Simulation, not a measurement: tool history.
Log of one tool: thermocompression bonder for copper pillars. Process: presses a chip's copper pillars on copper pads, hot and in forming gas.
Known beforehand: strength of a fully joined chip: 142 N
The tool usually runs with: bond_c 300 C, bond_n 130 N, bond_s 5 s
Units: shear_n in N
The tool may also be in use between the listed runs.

| run | hour | bond_c | bond_n | bond_s | shear_n |
|---|---|---|---|---|---|
| 1 | 0.0 | 300 | 130 | 5 | 96.3 |
| 2 | 69.4 | 300 | 100 | 5 | 76.9 |
| 3 | 125.9 | 300 | 130 | 5 | 93.3 |
| 4 | 201.9 | 300 | 88 | 5 | 67.8 |
| 5 | 242.8 | 300 | 88 | 10 | 82.4 |
|  | 261.8 | force cell calibrated |
| 6 | 288.8 | 300 | 134 | 5 | 87.7 |
|  | 297.7 | heater calibrated with a thermocouple chip |
| 7 | 338.9 | 300 | 130 | 5 | 84.5 |
| 8 | 423.6 | 305 | 110 | 5 | 74.3 |
|  | 444.3 | heater calibrated with a thermocouple chip, once more |
| 9 | 504.5 | 298 | 105 | 12 | 95.4 |
| 10 | 553.0 | 298 | 105 | 12 | 94.0 |
|  | 560.9 | forming gas filter changed |
| 11 | 647.2 | 324 | 171 | 10 | 134.0 |
| 12 | 691.2 | 324 | 171 | 10 | 133.1 |
| 13 | 730.8 | 324 | 171 | 10 | 133.0 |
| 14 | 776.6 | 324 | 171 | 10 | 131.2 |

5 ways to go on from here, each from the tool as it stands after run 14. What would each give?
| A | 854.7 | 326 | 152 | 10 | ? |
| B | 854.7 | 308 | 130 | 3 | ? |
| C | 854.7 | 308 | 171 | 3 | ? |
| D | 854.7 | 280 | 171 | 7 | ? |
| E | 854.7 | 274 | 96 | 11 | ? |

| run | shear_n |
|---|---|
| A | 125.9 |
| B | 87.4 |
| C | 101.9 |
| D | 106.5 |
| E | 78.2 |
Stripped of hidden state, with their random variation kept, the same runs would have yielded:
| run | shear_n |
|---|---|
| A | 132.5 |
| B | 91.5 |
| C | 106.9 |
| D | 111.9 |
| E | 82.1 |

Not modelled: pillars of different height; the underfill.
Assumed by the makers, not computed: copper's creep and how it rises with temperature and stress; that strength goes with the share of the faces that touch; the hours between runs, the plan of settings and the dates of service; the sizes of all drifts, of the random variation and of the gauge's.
